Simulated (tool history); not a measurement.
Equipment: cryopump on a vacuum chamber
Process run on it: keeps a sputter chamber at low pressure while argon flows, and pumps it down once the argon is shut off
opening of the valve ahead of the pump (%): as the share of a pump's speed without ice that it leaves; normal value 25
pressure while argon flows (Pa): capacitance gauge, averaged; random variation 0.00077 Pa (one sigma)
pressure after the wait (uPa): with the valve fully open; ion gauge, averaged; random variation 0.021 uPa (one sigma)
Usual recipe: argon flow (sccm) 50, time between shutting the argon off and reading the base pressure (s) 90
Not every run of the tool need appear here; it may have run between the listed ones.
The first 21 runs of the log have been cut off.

run,hour,argon flow (sccm),time between shutting the argon off and reading the base pressure (s),opening of the valve ahead of the pump (%),hours of work since the pump was warmed up and emptied,hours of work since the cold head was overhauled,hours of work since the chamber's fittings were tightened,pressure while argon flows (Pa),pressure after the wait (uPa)
22,445.6,50,43,25,735,735,284,0.1519,1.08
23,467,50,43,25,752,752,301,0.1515,1.08
24,494.1,64,180,36,774,774,322,0.1383,0.5
25,520.5,82,288,16,795,795,343,0.3858,0.43
26,534.5,27,49,25,806,806,354,0.0821,1
27,562.1,56,49,25,828,828,376,0.1707,1.03
28,577.6,22,90,31,840,840,389,0.0555,0.75
29,591.1,22,46,38,851,851,399,0.0459,1.09
30,610.9,78,33,18,866,866,415,0.3266,1.39
31,635.6,50,69,50,886,886,435,0.0807,0.88
32,648.4,63,31,50,896,896,445,0.1028,1.49
33,664.5,63,31,50,909,909,458,0.1021,1.42

Consider 3 possible next runs. They are alternatives, not a sequence: every one starts from the tool as it was left by run 33. What does each give?
A,687.8,88,90,32,928,928,476,?,?
B,687.8,95,109,18,928,928,476,?,?
C,687.8,47,134,35,928,928,476,?,?

run,pressure while argon flows (Pa),pressure after the wait (uPa)
A,0.214,0.78
B,0.3978,0.71
C,0.1048,0.61
Take away the tool's hidden state, keep each run's random variation, and the runs would have read:
run,pressure while argon flows (Pa),pressure after the wait (uPa)
A,0.1987,0.49
B,0.3814,0.42
C,0.0967,0.33
